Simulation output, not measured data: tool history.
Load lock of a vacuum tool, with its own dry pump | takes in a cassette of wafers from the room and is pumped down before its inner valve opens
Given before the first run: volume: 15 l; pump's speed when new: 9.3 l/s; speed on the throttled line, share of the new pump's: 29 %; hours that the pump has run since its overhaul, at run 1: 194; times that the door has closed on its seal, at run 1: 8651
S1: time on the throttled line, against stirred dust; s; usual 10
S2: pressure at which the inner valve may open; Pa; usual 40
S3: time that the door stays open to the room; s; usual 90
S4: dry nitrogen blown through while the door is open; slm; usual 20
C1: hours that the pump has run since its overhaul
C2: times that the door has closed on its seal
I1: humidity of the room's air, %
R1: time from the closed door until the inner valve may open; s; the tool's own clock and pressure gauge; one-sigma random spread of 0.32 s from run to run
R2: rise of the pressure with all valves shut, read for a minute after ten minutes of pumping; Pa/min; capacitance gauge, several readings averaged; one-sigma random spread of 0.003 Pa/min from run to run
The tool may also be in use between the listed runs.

Run 1, day 0.000: usual settings; C1 194; C2 8651; I1 44.7. Result: R1 18.9 s, R2 0.052 Pa/min.
Run 2, day 6.033: usual settings but S2 63 Pa; C1 338; C2 8905; I1 46.6. Result: R1 19.2 s, R2 0.049 Pa/min.
Run 3, day 13.479: usual settings but S1 14 s, S2 63 Pa; C1 517; C2 9218; I1 47.5. Result: R1 22.1 s, R2 0.048 Pa/min.
Run 4, day 21.062: usual settings but S3 151 s; C1 699; C2 9537; I1 46.6. Result: R1 20.0 s, R2 0.058 Pa/min.
Run 5, day 25.512: usual settings but S3 151 s; C1 806; C2 9724; I1 44.6. Result: R1 19.7 s, R2 0.052 Pa/min.
Run 6, day 30.396: usual settings but S3 151 s; C1 923; C2 9930; I1 46.8. Result: R1 19.8 s, R2 0.059 Pa/min.
Run 7, day 34.529: usual settings; C1 1022; C2 10104; I1 40.0. Result: R1 20.2 s, R2 0.048 Pa/min.
Run 8, day 40.612: usual settings but S4 9 slm; C1 1168; C2 10360; I1 43.3. Result: R1 20.1 s, R2 0.056 Pa/min.
Run 9, day 46.358: usual settings; C1 1306; C2 10601; I1 40.6. Result: R1 19.7 s, R2 0.048 Pa/min.
Run 10, day 51.308: usual settings; C1 1425; C2 10810; I1 45.2. Result: R1 19.4 s, R2 0.053 Pa/min.
Run 11, day 56.942: usual settings; C1 1560; C2 11046; I1 47.7. Result: R1 20.1 s, R2 0.059 Pa/min.
Run 12, day 60.512: usual settings; C1 1646; C2 11197; I1 43.1. Result: R1 20.1 s, R2 0.050 Pa/min.
Run 13, day 67.129: usual settings; C1 1805; C2 11475; I1 46.5. Result: R1 19.8 s, R2 0.055 Pa/min.
Run 14, day 72.842: usual settings; C1 1942; C2 11715; I1 44.8. Result: R1 19.7 s, R2 0.056 Pa/min.
Run 15, day 81.171: usual settings; C1 2142; C2 12066; I1 43.7. Result: R1 19.9 s, R2 0.054 Pa/min.
Run 16, day 88.100: usual settings but S1 5 s, S2 33 Pa, S3 55 s, S4 11 slm; C1 2308; C2 12357; I1 44.9. Result: R1 16.7 s, R2 0.058 Pa/min.
Run 17, day 93.696: usual settings but S1 6 s, S4 28 slm; C1 2442; C2 12593; I1 45.6. Result: R1 17.3 s, R2 0.053 Pa/min.
Run 18, day 99.812: usual settings but S1 6 s, S4 28 slm; C1 2589; C2 12850; I1 44.2. Result: R1 17.5 s, R2 0.053 Pa/min.
Run 19, day 104.358: usual settings but S1 6 s, S4 28 slm; C1 2698; C2 13041; I1 42.9. Result: R1 16.9 s, R2 0.055 Pa/min.
Run 20, day 112.312: usual settings but S1 6 s, S4 28 slm; C1 2889; C2 13376; I1 44.8. Result: R1 17.3 s, R2 0.056 Pa/min.
Run 21, day 118.229: usual settings but S1 6 s, S4 28 slm; C1 3031; C2 13625; I1 45.8. Result: R1 17.1 s, R2 0.058 Pa/min.
Run 22, day 122.592: usual settings but S2 50 Pa; C1 3136; C2 13808; I1 44.1. Result: R1 19.9 s, R2 0.063 Pa/min.
Run 23, day 130.838: usual settings but S4 44 slm; C1 3334; C2 14155; I1 43.3. Result: R1 19.6 s, R2 0.050 Pa/min.
Run 24, day 135.058: usual settings but S2 43 Pa; C1 3435; C2 14333; I1 42.4. Result: R1 19.9 s, R2 0.061 Pa/min.
Run 25, day 138.725: usual settings but S2 39 Pa, S3 99 s; C1 3523; C2 14487; I1 45.9. Result: R1 20.4 s, R2 0.066 Pa/min.
Run 26, day 145.588: usual settings but S3 116 s; C1 3688; C2 14776; I1 50.5. Result: R1 19.6 s, R2 0.072 Pa/min.
Run 27, day 150.242: usual settings but S1 8 s, S2 79 Pa, S3 36 s; C1 3800; C2 14972; I1 44.8. Result: R1 17.4 s, R2 0.056 Pa/min.
Run 28, day 157.717: usual settings but S3 78 s; C1 3979; C2 15286; I1 45.0. Result: R1 20.2 s, R2 0.061 Pa/min.
Run 29, day 165.754: usual settings but S3 78 s; C1 4172; C2 15624; I1 44.7. Result: R1 20.2 s, R2 0.065 Pa/min.

Forecast each of these 5 alternatives for the next run:
Run A, day 173.642: usual settings but S3 85 s, S4 40 slm; C1 4361; C2 15956; I1 43.6. Result: R1 ?, R2 ?.
Run B, day 173.642: usual settings but S1 5 s, S3 103 s; C1 4361; C2 15956; I1 42.6. Result: R1 ?, R2 ?.
Run C, day 173.642: usual settings but S2 32 Pa, S3 93 s, S4 7 slm; C1 4361; C2 15956; I1 43.5. Result: R1 ?, R2 ?.
Run D, day 173.642: usual settings but S2 58 Pa, S3 44 s; C1 4361; C2 15956; I1 40.4. Result: R1 ?, R2 ?.
Run E, day 173.642: usual settings but S1 12 s, S2 50 Pa, S4 7 slm; C1 4361; C2 15956; I1 41.7. Result: R1 ?, R2 ?.

run    R1     R2
  A  20.9  0.055
  B  17.0  0.069
  C  20.6  0.081
  D  19.4  0.056
  E  21.2  0.073
Stripped of hidden state, with their random variation kept, the same runs would have yielded:
run    R1     R2
  A  20.5  0.019
  B  16.5  0.034
  C  20.2  0.045
  D  19.0  0.021
  E  20.8  0.038
